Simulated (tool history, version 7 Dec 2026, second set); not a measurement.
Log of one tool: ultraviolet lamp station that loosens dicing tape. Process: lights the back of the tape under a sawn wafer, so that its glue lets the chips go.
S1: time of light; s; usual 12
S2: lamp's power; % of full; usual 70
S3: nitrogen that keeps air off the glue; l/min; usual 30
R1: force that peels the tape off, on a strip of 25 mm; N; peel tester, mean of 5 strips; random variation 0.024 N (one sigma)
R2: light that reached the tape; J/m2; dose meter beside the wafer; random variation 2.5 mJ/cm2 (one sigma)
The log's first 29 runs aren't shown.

Run 30, hour 323.6: usual settings but S1 16 s, S2 67 % of full, S3 49 l/min. Result: R1 0.645 N, R2 3200 J/m2.
Run 31, hour 338.4: usual settings but S2 60 % of full, S3 17 l/min. Result: R1 2.669 N, R2 2160 J/m2.
Run 32, hour 351.6: usual settings but S1 15 s, S2 96 % of full, S3 34 l/min. Result: R1 0.473 N, R2 4280 J/m2.
Run 33, hour 360.9: usual settings but S1 11 s, S3 28 l/min. Result: R1 1.838 N, R2 2290 J/m2.
Run 34, hour 368.3: usual settings but S1 9 s, S3 51 l/min. Result: R1 1.85 N, R2 1880 J/m2.
Run 35, hour 376.8: usual settings but S1 17 s, S2 64 % of full, S3 33 l/min. Result: R1 0.877 N, R2 3240 J/m2.
Run 36, hour 383.8: usual settings but S1 11 s. Result: R1 1.827 N, R2 2220 J/m2.
Run 37, hour 391.3: usual settings but S1 11 s. Result: R1 1.842 N, R2 2260 J/m2.
Run 38, hour 402.5: usual settings but S1 10 s, S2 65 % of full, S3 17 l/min. Result: R1 3.206 N, R2 1900 J/m2.
Run 39, hour 413.3: usual settings but S1 18 s, S3 31 l/min. Result: R1 0.726 N, R2 3670 J/m2.
Run 40, hour 429.2: usual settings but S1 8 s. Result: R1 2.929 N, R2 1650 J/m2.
Run 41, hour 438: usual settings but S1 15 s, S2 85 % of full, S3 23 l/min. Result: R1 0.917 N, R2 3660 J/m2.
Run 42, hour 447.2: usual settings but S1 9 s, S2 85 % of full, S3 18 l/min. Result: R1 2.575 N, R2 2190 J/m2.
Run 43, hour 456.9: usual settings but S1 17 s, S2 85 % of full, S3 18 l/min. Result: R1 0.899 N, R2 4120 J/m2.

Forecast each of these 3 alternatives for the next run:
Run A, hour 464.6: usual settings but S1 11 s, S2 61 % of full, S3 33 l/min. Result: R1 ?, R2 ?.
Run B, hour 464.6: usual settings but S1 10 s, S2 75 % of full, S3 48 l/min. Result: R1 ?, R2 ?.
Run C, hour 464.6: usual settings but S1 19 s, S2 85 % of full, S3 18 l/min. Result: R1 ?, R2 ?.

run     R1    R2
  A  2.247  1920
  B  1.573  2140
  C  0.743  4590
Without the tool's hidden state the same runs would have given:
run     R1    R2
  A  1.669  2320
  B  1.098  2590
  C  0.493  5560
